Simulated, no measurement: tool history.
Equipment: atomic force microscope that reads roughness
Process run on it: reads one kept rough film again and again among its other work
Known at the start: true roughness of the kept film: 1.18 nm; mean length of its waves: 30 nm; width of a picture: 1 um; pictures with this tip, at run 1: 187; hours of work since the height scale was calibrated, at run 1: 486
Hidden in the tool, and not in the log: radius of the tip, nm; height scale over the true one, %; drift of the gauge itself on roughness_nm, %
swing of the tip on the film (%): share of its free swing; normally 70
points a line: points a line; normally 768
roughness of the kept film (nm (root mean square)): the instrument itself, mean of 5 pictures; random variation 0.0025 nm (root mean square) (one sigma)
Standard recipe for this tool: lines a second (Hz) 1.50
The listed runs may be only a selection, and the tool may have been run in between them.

run	hour	lines a second (Hz)	swing of the tip on the film (%)	points a line	pictures with this tip	hours of work since the height scale was calibrated	roughness of the kept film (nm (root mean square))
1	0.0	1.50	70	768	187	486	1.078
2	17.8	1.50	70	768	217	496	1.074
3	47.7	1.50	70	768	267	512	1.069
4	69.2	1.50	70	768	303	524	1.062
5	100.1	1.50	70	768	355	541	1.060
# hour 108.6: new tip fitted
6	122.9	1.50	70	768	24	553	1.103
7	152.6	1.50	70	768	74	569	1.089
8	182.8	1.50	70	745	124	585	1.087
9	200.4	1.50	70	745	154	595	1.086
10	224.8	1.50	70	745	194	608	1.076
11	249.9	1.50	70	768	237	622	1.073
12	266.2	1.50	70	768	264	631	1.071
13	285.5	1.50	70	768	296	641	1.061
14	299.7	1.50	70	273	320	649	1.046
15	317.2	2.61	70	273	349	658	1.013
# hour 328.3: new tip fitted
16	336.0	2.61	70	273	13	668	1.051
17	366.2	3.48	70	768	64	685	1.039
18	395.7	3.48	70	768	113	701	1.029
19	412.6	2.72	62	768	141	710	1.078
20	431.4	2.72	62	768	173	720	1.081
21	457.7	0.58	83	361	217	734	1.079
22	481.1	1.57	70	768	256	747	1.071
23	507.9	1.57	70	768	301	762	1.058
24	530.4	1.50	64	788	339	774	1.073
# hour 548.1: new tip fitted
25	564.2	1.50	64	688	27	792	1.123
26	591.9	1.50	86	688	74	807	1.039
27	625.4	0.55	65	768	130	825	1.129
28	646.8	0.74	66	288	166	837	1.105
29	662.2	0.50	70	278	191	845	1.103
30	676.0	0.50	70	278	215	853	1.098

Expected results for the next run?
31	700.4	0.50	70	278	255	866	?

roughness of the kept film (nm (root mean square)): 1.093
The same run, on a tool lacking any hidden state, would have yielded roughness of the kept film (nm (root mean square)) 1.104.
